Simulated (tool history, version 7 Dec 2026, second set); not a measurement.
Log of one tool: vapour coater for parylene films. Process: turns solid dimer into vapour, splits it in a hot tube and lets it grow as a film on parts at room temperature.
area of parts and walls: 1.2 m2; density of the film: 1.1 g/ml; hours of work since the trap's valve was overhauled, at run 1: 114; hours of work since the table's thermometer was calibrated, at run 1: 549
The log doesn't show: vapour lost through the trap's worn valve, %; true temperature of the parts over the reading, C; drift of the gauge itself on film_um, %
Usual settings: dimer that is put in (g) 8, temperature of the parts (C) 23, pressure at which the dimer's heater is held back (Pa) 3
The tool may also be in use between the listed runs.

| run | hour | dimer that is put in (g) | temperature of the parts (C) | pressure at which the dimer's heater is held back (Pa) | hours of work since the trap's valve was overhauled | hours of work since the table's thermometer was calibrated | thickness of the film (nm) |
|---|---|---|---|---|---|---|---|
| 1 | 0 | 8 | 23 | 3 | 114 | 549 | 4550 |
| 2 | 21.9 | 8 | 23 | 3 | 128 | 563 | 4520 |
| 3 | 41.7 | 8 | 23 | 3 | 141 | 575 | 4560 |
| 4 | 66.3 | 6 | 23 | 3 | 156 | 591 | 3370 |
| 5 | 91.8 | 8 | 23 | 3 | 173 | 607 | 4440 |
| 6 | 107.2 | 8 | 23 | 7.23 | 182 | 617 | 3960 |
| 7 | 121.4 | 8 | 23 | 7.23 | 191 | 626 | 3880 |
| 8 | 146.7 | 8 | 23 | 3 | 207 | 642 | 4420 |
| 9 | 158.7 | 8 | 23 | 10.25 | 215 | 649 | 3700 |
| 10 | 175.1 | 8 | 22 | 10.25 | 225 | 660 | 3830 |
| 11 | 188.3 | 8 | 22 | 10.25 | 234 | 668 | 3860 |
| 12 | 210.8 | 8 | 22 | 10.25 | 248 | 682 | 3850 |
| 13 | 222.4 | 8 | 23 | 3 | 255 | 690 | 4310 |
| 14 | 240.4 | 8 | 23 | 3 | 267 | 701 | 4290 |
| 15 | 264.3 | 8 | 23 | 3 | 282 | 716 | 4360 |
| 16 | 285.8 | 8 | 23 | 3 | 296 | 730 | 4270 |
| 17 | 308.2 | 8 | 23 | 3 | 310 | 744 | 4260 |
| 18 | 330.3 | 8 | 23 | 3 | 324 | 758 | 4280 |
|  | 340.9 | trap's valve overhauled |
| 19 | 356 | 13 | 23 | 3 | 10 | 772 | 7470 |
| 20 | 368.2 | 6 | 22 | 3.17 | 17 | 779 | 3620 |
| 21 | 391.2 | 6 | 22 | 3.17 | 32 | 794 | 3570 |
| 22 | 402.2 | 7 | 17 | 3.43 | 39 | 801 | 5060 |
| 23 | 419 | 7 | 17 | 3.43 | 50 | 812 | 5110 |
| 24 | 441.7 | 7 | 17 | 3.43 | 64 | 826 | 5020 |
| 25 | 458.8 | 10 | 17 | 5.12 | 75 | 837 | 6680 |
| 26 | 478.6 | 3 | 20 | 4.18 | 87 | 849 | 1840 |
| 27 | 501.6 | 3 | 20 | 4.18 | 102 | 864 | 1810 |
| 28 | 521.6 | 3 | 17 | 4.18 | 115 | 877 | 2070 |
| 29 | 539.3 | 3 | 17 | 4.18 | 126 | 888 | 2030 |
| 30 | 558.2 | 10 | 17 | 4.18 | 138 | 900 | 6890 |
| 31 | 573.8 | 10 | 17 | 4.18 | 148 | 910 | 6850 |
| 32 | 594.4 | 4 | 18 | 3.76 | 161 | 923 | 2690 |
| 33 | 610.8 | 8 | 23 | 5.41 | 171 | 933 | 4030 |
| 34 | 624.7 | 8 | 18 | 3 | 180 | 942 | 5420 |
| 35 | 643 | 4 | 24 | 6.35 | 191 | 954 | 1900 |
| 36 | 668.4 | 9 | 23 | 2.31 | 208 | 970 | 5030 |
| 37 | 693.4 | 9 | 23 | 2.31 | 223 | 986 | 5000 |
| 38 | 716.1 | 12 | 19 | 2.55 | 238 | 1000 | 7950 |

Forecast each of these 5 alternatives for the next run:
| A | 729.5 | 5 | 23 | 6.11 | 246 | 1008 | ? |
| B | 729.5 | 8 | 31 | 3 | 246 | 1008 | ? |
| C | 729.5 | 11 | 23 | 3 | 246 | 1008 | ? |
| D | 729.5 | 5 | 21 | 2.63 | 246 | 1008 | ? |
| E | 729.5 | 7 | 21 | 2.54 | 246 | 1008 | ? |

| run | thickness of the film (nm) |
|---|---|
| A | 2420 |
| B | 3070 |
| C | 5890 |
| D | 3040 |
| E | 4160 |
Without the tool's hidden state the same runs would have given:
| run | thickness of the film (nm) |
|---|---|
| A | 2720 |
| B | 3450 |
| C | 6620 |
| D | 3420 |
| E | 4680 |
